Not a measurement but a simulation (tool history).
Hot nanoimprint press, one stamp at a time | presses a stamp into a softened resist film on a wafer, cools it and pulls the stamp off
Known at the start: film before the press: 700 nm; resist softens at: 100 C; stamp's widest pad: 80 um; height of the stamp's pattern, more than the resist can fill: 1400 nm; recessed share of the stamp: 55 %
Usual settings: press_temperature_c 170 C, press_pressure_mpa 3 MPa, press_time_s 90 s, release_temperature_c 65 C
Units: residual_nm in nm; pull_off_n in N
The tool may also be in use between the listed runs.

run	hour	press_temperature_c	press_pressure_mpa	press_time_s	release_temperature_c	residual_nm	pull_off_n
1	0	170	3	90	65	419.3	222
2	28.5	170	3	118	65	384	223
3	43.2	170	3	90	68	416.7	216
# hour 73.5: stamp cleaned and given a new release coat
4	78.1	170	3	90	65	420	199
5	103	170	3	90	65	419.8	198
6	122.6	170	3	90	65	424.5	207
7	147.1	170	3	90	65	423.2	206
8	169.6	170	3	90	65	433.4	214
9	183.1	170	3	90	65	426.4	216
10	203.7	170	3	153	65	359.5	216
11	226.5	170	3	160	65	353.3	225
# hour 231.2: plate thermocouple calibrated
# hour 259.8: stamp cleaned and given a new release coat
12	262.7	170	3	160	65	363.5	203
13	282.9	177	3	90	65	316.8	210
# hour 289.2: plate thermocouple calibrated, once more
14	304.4	179	4.22	90	65	231.1	203
15	326.3	176	4.22	90	66	270.5	202
16	347.3	176	4.22	177	66	200.2	206
17	370.5	176	4.22	177	66	204.5	218
18	383	168	3.64	177	66	339	214
19	412	173	3.87	177	60	254.1	243
20	433.4	163	1.88	142	51	545.4	268

4 ways to go on from here, each from the tool as it stands after run 20. What would each give?
# hour 446.3: stamp cleaned and given a new release coat
A	452.7	176	3	103	67	?	?
# hour 446.3: stamp cleaned and given a new release coat
B	452.7	178	3.99	167	65	?	?
# hour 446.3: stamp cleaned and given a new release coat
C	452.7	164	3.59	54	65	?	?
# hour 446.3: stamp cleaned and given a new release coat
D	452.7	169	1.88	142	59	?	?

run	residual_nm	pull_off_n
A	301.4	196
B	195.2	198
C	567.6	202
D	446.9	211
Without the tool's hidden state the same runs would have given:
run	residual_nm	pull_off_n
A	291.5	194
B	187.7	196
C	557.5	200
D	435.7	208
